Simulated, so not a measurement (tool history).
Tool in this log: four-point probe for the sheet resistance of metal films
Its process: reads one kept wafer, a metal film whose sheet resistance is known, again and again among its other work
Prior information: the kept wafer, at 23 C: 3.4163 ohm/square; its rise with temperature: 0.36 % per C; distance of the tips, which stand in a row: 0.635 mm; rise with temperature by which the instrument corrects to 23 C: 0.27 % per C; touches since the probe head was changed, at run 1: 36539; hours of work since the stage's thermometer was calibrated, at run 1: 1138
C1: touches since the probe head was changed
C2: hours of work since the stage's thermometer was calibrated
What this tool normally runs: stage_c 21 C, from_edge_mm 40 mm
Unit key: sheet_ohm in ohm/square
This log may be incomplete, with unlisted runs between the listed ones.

{"run": 1, "hour": 0.0, "stage_c": 21, "from_edge_mm": 40, "C1": 36539, "C2": 1138, "sheet_ohm": 3.391803}
{"run": 2, "hour": 51.4, "stage_c": 21, "from_edge_mm": 40, "C1": 38809, "C2": 1176, "sheet_ohm": 3.390458}
{"run": 3, "hour": 136.0, "stage_c": 21, "from_edge_mm": 40, "C1": 42546, "C2": 1238, "sheet_ohm": 3.387636}
{"run": 4, "hour": 182.0, "stage_c": 21, "from_edge_mm": 40, "C1": 44580, "C2": 1272, "sheet_ohm": 3.386138}
{"run": 5, "hour": 234.3, "stage_c": 29, "from_edge_mm": 40, "C1": 46889, "C2": 1310, "sheet_ohm": 3.410532}
{"run": 6, "hour": 322.7, "stage_c": 29, "from_edge_mm": 40, "C1": 50795, "C2": 1375, "sheet_ohm": 3.407967}
{"run": 7, "hour": 386.3, "stage_c": 29, "from_edge_mm": 40, "C1": 53607, "C2": 1422, "sheet_ohm": 3.407432}
{"run": 8, "hour": 443.6, "stage_c": 29, "from_edge_mm": 40, "C1": 56140, "C2": 1464, "sheet_ohm": 3.406022}
{"run": 9, "hour": 496.6, "stage_c": 29, "from_edge_mm": 40, "C1": 58478, "C2": 1503, "sheet_ohm": 3.406649}
{"run": 10, "hour": 552.0, "stage_c": 20, "from_edge_mm": 40, "C1": 60929, "C2": 1543, "sheet_ohm": 3.37518}
{"run": 11, "hour": 590.4, "stage_c": 20, "from_edge_mm": 40, "C1": 62621, "C2": 1572, "sheet_ohm": 3.374961}
{"run": 12, "hour": 659.0, "stage_c": 21, "from_edge_mm": 40, "C1": 65654, "C2": 1622, "sheet_ohm": 3.378166}
{"run": 13, "hour": 723.4, "stage_c": 19, "from_edge_mm": 40, "C1": 68500, "C2": 1669, "sheet_ohm": 3.370199}
{"hour": 805.2, "done": "stage's thermometer calibrated"}
{"run": 14, "hour": 809.1, "stage_c": 19, "from_edge_mm": 40, "C1": 72264, "C2": 3, "sheet_ohm": 3.36479}
{"run": 15, "hour": 868.0, "stage_c": 19, "from_edge_mm": 7, "C1": 74867, "C2": 46, "sheet_ohm": 3.378384}
{"run": 16, "hour": 915.5, "stage_c": 21, "from_edge_mm": 40, "C1": 76964, "C2": 81, "sheet_ohm": 3.369258}
{"run": 17, "hour": 961.6, "stage_c": 21, "from_edge_mm": 29, "C1": 79000, "C2": 115, "sheet_ohm": 3.36807}
{"run": 18, "hour": 1029.6, "stage_c": 21, "from_edge_mm": 40, "C1": 82006, "C2": 165, "sheet_ohm": 3.366249}
{"run": 19, "hour": 1068.1, "stage_c": 21, "from_edge_mm": 40, "C1": 83706, "C2": 193, "sheet_ohm": 3.366963}
{"hour": 1082.1, "done": "stage's thermometer calibrated, once more"}
{"run": 20, "hour": 1115.7, "stage_c": 21, "from_edge_mm": 40, "C1": 85789, "C2": 25, "sheet_ohm": 3.372954}
{"run": 21, "hour": 1172.4, "stage_c": 21, "from_edge_mm": 40, "C1": 88293, "C2": 66, "sheet_ohm": 3.372152}
{"run": 22, "hour": 1252.4, "stage_c": 21, "from_edge_mm": 40, "C1": 91828, "C2": 125, "sheet_ohm": 3.370081}
{"run": 23, "hour": 1306.8, "stage_c": 21, "from_edge_mm": 40, "C1": 94232, "C2": 165, "sheet_ohm": 3.368257}
{"run": 24, "hour": 1387.1, "stage_c": 21, "from_edge_mm": 40, "C1": 97778, "C2": 224, "sheet_ohm": 3.367534}
{"run": 25, "hour": 1469.4, "stage_c": 19, "from_edge_mm": 12, "C1": 101413, "C2": 284, "sheet_ohm": 3.363424}
{"run": 26, "hour": 1536.6, "stage_c": 19, "from_edge_mm": 40, "C1": 104383, "C2": 334, "sheet_ohm": 3.358641}
{"run": 27, "hour": 1618.0, "stage_c": 25, "from_edge_mm": 9, "C1": 107978, "C2": 393, "sheet_ohm": 3.383433}
{"run": 28, "hour": 1691.1, "stage_c": 24, "from_edge_mm": 29, "C1": 111206, "C2": 447, "sheet_ohm": 3.371798}
{"run": 29, "hour": 1774.7, "stage_c": 27, "from_edge_mm": 4, "C1": 114901, "C2": 508, "sheet_ohm": 3.42369}
{"run": 30, "hour": 1817.3, "stage_c": 23, "from_edge_mm": 5, "C1": 116782, "C2": 540, "sheet_ohm": 3.394182}
{"hour": 1882.9, "done": "new probe head fitted"}
{"run": 31, "hour": 1907.2, "stage_c": 23, "from_edge_mm": 5, "C1": 1074, "C2": 605, "sheet_ohm": 3.444655}
{"run": 32, "hour": 1946.1, "stage_c": 21, "from_edge_mm": 5, "C1": 2794, "C2": 633, "sheet_ohm": 3.436427}
{"run": 33, "hour": 2004.8, "stage_c": 19, "from_edge_mm": 34, "C1": 5386, "C2": 677, "sheet_ohm": 3.402687}
{"run": 34, "hour": 2049.6, "stage_c": 25, "from_edge_mm": 11, "C1": 7367, "C2": 709, "sheet_ohm": 3.424897}
{"run": 35, "hour": 2100.0, "stage_c": 25, "from_edge_mm": 23, "C1": 9592, "C2": 746, "sheet_ohm": 3.418728}
{"run": 36, "hour": 2153.0, "stage_c": 27, "from_edge_mm": 5, "C1": 11932, "C2": 785, "sheet_ohm": 3.452931}
{"run": 37, "hour": 2205.9, "stage_c": 20, "from_edge_mm": 57, "C1": 14273, "C2": 824, "sheet_ohm": 3.400057}
{"run": 38, "hour": 2286.7, "stage_c": 19, "from_edge_mm": 12, "C1": 17839, "C2": 883, "sheet_ohm": 3.400728}
{"run": 39, "hour": 2346.5, "stage_c": 26, "from_edge_mm": 12, "C1": 20485, "C2": 927, "sheet_ohm": 3.421719}
{"run": 40, "hour": 2387.4, "stage_c": 21, "from_edge_mm": 8, "C1": 22288, "C2": 957, "sheet_ohm": 3.410631}
{"run": 41, "hour": 2449.7, "stage_c": 21, "from_edge_mm": 8, "C1": 25041, "C2": 1003, "sheet_ohm": 3.410288}
{"run": 42, "hour": 2513.7, "stage_c": 21, "from_edge_mm": 8, "C1": 27871, "C2": 1050, "sheet_ohm": 3.40823}
{"run": 43, "hour": 2601.7, "stage_c": 21, "from_edge_mm": 8, "C1": 31760, "C2": 1115, "sheet_ohm": 3.407523}
{"run": 44, "hour": 2677.5, "stage_c": 19, "from_edge_mm": 27, "C1": 35105, "C2": 1170, "sheet_ohm": 3.389488}
{"run": 45, "hour": 2763.0, "stage_c": 24, "from_edge_mm": 27, "C1": 38884, "C2": 1233, "sheet_ohm": 3.402619}
{"run": 46, "hour": 2810.0, "stage_c": 26, "from_edge_mm": 40, "C1": 40960, "C2": 1267, "sheet_ohm": 3.407326}

What if the next run were any one of these 3? Each begins from the tool's condition after run 46:
{"run": "A", "hour": 2892.8, "stage_c": 31, "from_edge_mm": 6, "C1": 44617, "C2": 1328, "sheet_ohm": "?"}
{"run": "B", "hour": 2892.8, "stage_c": 21, "from_edge_mm": 16, "C1": 44617, "C2": 1328, "sheet_ohm": "?"}
{"run": "C", "hour": 2892.8, "stage_c": 20, "from_edge_mm": 32, "C1": 44617, "C2": 1328, "sheet_ohm": "?"}

run=A sheet_ohm=3.440606
run=B sheet_ohm=3.391669
run=C sheet_ohm=3.386885
Without the tool's hidden state the same runs would have given:
run=A sheet_ohm=3.461478
run=B sheet_ohm=3.412396
run=C sheet_ohm=3.407599
